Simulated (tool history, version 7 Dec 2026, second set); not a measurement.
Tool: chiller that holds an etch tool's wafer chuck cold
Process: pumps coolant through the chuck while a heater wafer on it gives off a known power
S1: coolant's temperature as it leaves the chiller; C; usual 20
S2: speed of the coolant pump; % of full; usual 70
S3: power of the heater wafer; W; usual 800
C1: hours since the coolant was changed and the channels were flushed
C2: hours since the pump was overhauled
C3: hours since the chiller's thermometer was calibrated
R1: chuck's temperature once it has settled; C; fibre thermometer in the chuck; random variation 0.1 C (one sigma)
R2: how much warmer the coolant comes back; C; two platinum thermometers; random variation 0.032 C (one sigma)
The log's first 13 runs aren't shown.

run	hour	S1	S2	S3	C1	C2	C3	R1	R2
14	1049.6	20	70	511	3929	3346	2208	25.7	2.61
15	1138.9	20	70	511	4018	3436	2297	25.8	2.64
16	1208.9	20	70	511	4088	3506	2367	25.6	2.66
17	1261.0	20	70	511	4141	3558	2419	25.6	2.69
18	1315.8	20	70	511	4195	3612	2474	25.7	2.60
19	1375.9	26	70	800	4255	3673	2534	34.9	4.22
20	1425.7	23	96	737	4305	3722	2584	29.2	2.74
21	1472.6	20	83	445	4352	3769	2631	24.3	1.94
22	1542.0	20	70	455	4422	3839	2700	25.2	2.38
23	1601.4	20	70	455	4481	3898	2760	25.2	2.37
24	1697.5	20	70	455	4577	3994	2856	25.0	2.33
25	1759.0	20	70	455	4639	4056	2917	25.2	2.41
26	1821.2	20	70	455	4701	4118	2979	25.0	2.38
27	1930.1	20	75	512	4810	4227	3088	25.4	2.51
# hour 2009.8: coolant changed, channels flushed
28	2034.3	20	75	512	25	4325	3187	25.5	2.53
# hour 2086.5: chiller's thermometer calibrated
29	2109.7	27	72	580	99	4399	23	33.3	2.91
30	2160.4	27	72	580	150	4450	74	33.2	2.93
31	2270.8	20	96	800	260	4560	184	26.5	2.97
32	2371.0	20	96	800	360	4661	284	26.9	2.90

4 ways to go on from here, each from the tool as it stands after run 32. What would each give?
A	2449.5	27	94	800	439	4739	363	?	?
B	2449.5	13	65	800	439	4739	363	?	?
C	2449.5	21	70	800	439	4739	363	?	?
D	2449.5	20	74	812	439	4739	363	?	?

run	R1	R2
A	33.7	2.94
B	22.5	4.52
C	29.9	4.13
D	28.6	4.00
Without the tool's hidden state the same runs would have given:
run	R1	R2
A	33.7	2.94
B	22.5	4.51
C	29.9	4.13
D	28.5	3.99

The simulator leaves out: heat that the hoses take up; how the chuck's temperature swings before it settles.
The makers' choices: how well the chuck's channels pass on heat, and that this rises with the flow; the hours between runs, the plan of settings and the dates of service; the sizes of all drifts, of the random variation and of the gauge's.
